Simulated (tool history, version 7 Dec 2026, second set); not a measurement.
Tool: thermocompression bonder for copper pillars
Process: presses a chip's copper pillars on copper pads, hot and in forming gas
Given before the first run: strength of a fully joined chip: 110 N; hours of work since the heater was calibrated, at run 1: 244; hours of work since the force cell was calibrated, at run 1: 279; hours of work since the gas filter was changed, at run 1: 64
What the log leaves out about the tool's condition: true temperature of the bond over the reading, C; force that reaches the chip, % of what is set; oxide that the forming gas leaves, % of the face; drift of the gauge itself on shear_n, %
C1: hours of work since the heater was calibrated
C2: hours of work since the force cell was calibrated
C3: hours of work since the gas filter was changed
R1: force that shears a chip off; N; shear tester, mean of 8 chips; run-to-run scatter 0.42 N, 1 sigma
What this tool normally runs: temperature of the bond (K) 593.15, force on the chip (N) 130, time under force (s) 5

Run 1, hour 0: usual settings; C1 244; C2 279; C3 64. Result: R1 66.9 N.
Run 2, hour 9.6: usual settings; C1 250; C2 286; C3 70. Result: R1 66.9 N.
Run 3, hour 18.9: usual settings; C1 256; C2 292; C3 76. Result: R1 67.3 N.
Run 4, hour 27.6: usual settings; C1 262; C2 298; C3 82. Result: R1 67.4 N.
Run 5, hour 44.5: usual settings but time under force (s) 3; C1 273; C2 309; C3 93. Result: R1 56.8 N.
Run 6, hour 61: usual settings but time under force (s) 3; C1 284; C2 320; C3 104. Result: R1 56.6 N.
Run 7, hour 74.9: usual settings but time under force (s) 3; C1 293; C2 329; C3 113. Result: R1 57.5 N.
Run 8, hour 82.5: usual settings but time under force (s) 3; C1 298; C2 334; C3 118. Result: R1 57.5 N.
Run 9, hour 96.6: usual settings but temperature of the bond (K) 597.15, time under force (s) 8; C1 308; C2 343; C3 128. Result: R1 79.5 N.
Run 10, hour 107.2: usual settings but temperature of the bond (K) 597.15, time under force (s) 8; C1 315; C2 350; C3 135. Result: R1 78.7 N.
Run 11, hour 119: usual settings but temperature of the bond (K) 597.15, force on the chip (N) 138, time under force (s) 8; C1 323; C2 358; C3 142. Result: R1 80.6 N.
Run 12, hour 127.7: usual settings but temperature of the bond (K) 564.15, force on the chip (N) 101, time under force (s) 9; C1 328; C2 364; C3 148. Result: R1 51.6 N.
Run 13, hour 142.8: usual settings but temperature of the bond (K) 602.15, force on the chip (N) 179, time under force (s) 4; C1 338; C2 374; C3 158. Result: R1 77 N.
Run 14, hour 158.2: usual settings but temperature of the bond (K) 590.15, time under force (s) 8; C1 348; C2 384; C3 168. Result: R1 72.6 N.
Run 15, hour 166.1: usual settings but temperature of the bond (K) 619.15, time under force (s) 9; C1 354; C2 389; C3 173. Result: R1 92.1 N.
Run 16, hour 176.3: usual settings but temperature of the bond (K) 612.15, force on the chip (N) 190, time under force (s) 12; C1 360; C2 396; C3 180. Result: R1 98.7 N.

What if the next run were any one of these 5? Each begins from the tool's condition after run 16:
Run A, hour 184.3: usual settings but temperature of the bond (K) 612.15, force on the chip (N) 123, time under force (s) 15; C1 366; C2 401; C3 185. Result: R1 ?.
Run B, hour 184.3: usual settings but temperature of the bond (K) 583.15, force on the chip (N) 91, time under force (s) 10; C1 366; C2 401; C3 185. Result: R1 ?.
Run C, hour 184.3: usual settings but temperature of the bond (K) 606.15; C1 366; C2 401; C3 185. Result: R1 ?.
Run D, hour 184.3: usual settings but force on the chip (N) 190, time under force (s) 12; C1 366; C2 401; C3 185. Result: R1 ?.
Run E, hour 184.3: usual settings but temperature of the bond (K) 601.15, force on the chip (N) 111; C1 366; C2 401; C3 185. Result: R1 ?.

run    R1
  A  94.8
  B  64.5
  C  75.1
  D  91.7
  E  68.5
Had the tool no hidden state, the same runs would have come out as:
run    R1
  A  95.6
  B  61.1
  C  72.8
  D  91.3
  E  65.6

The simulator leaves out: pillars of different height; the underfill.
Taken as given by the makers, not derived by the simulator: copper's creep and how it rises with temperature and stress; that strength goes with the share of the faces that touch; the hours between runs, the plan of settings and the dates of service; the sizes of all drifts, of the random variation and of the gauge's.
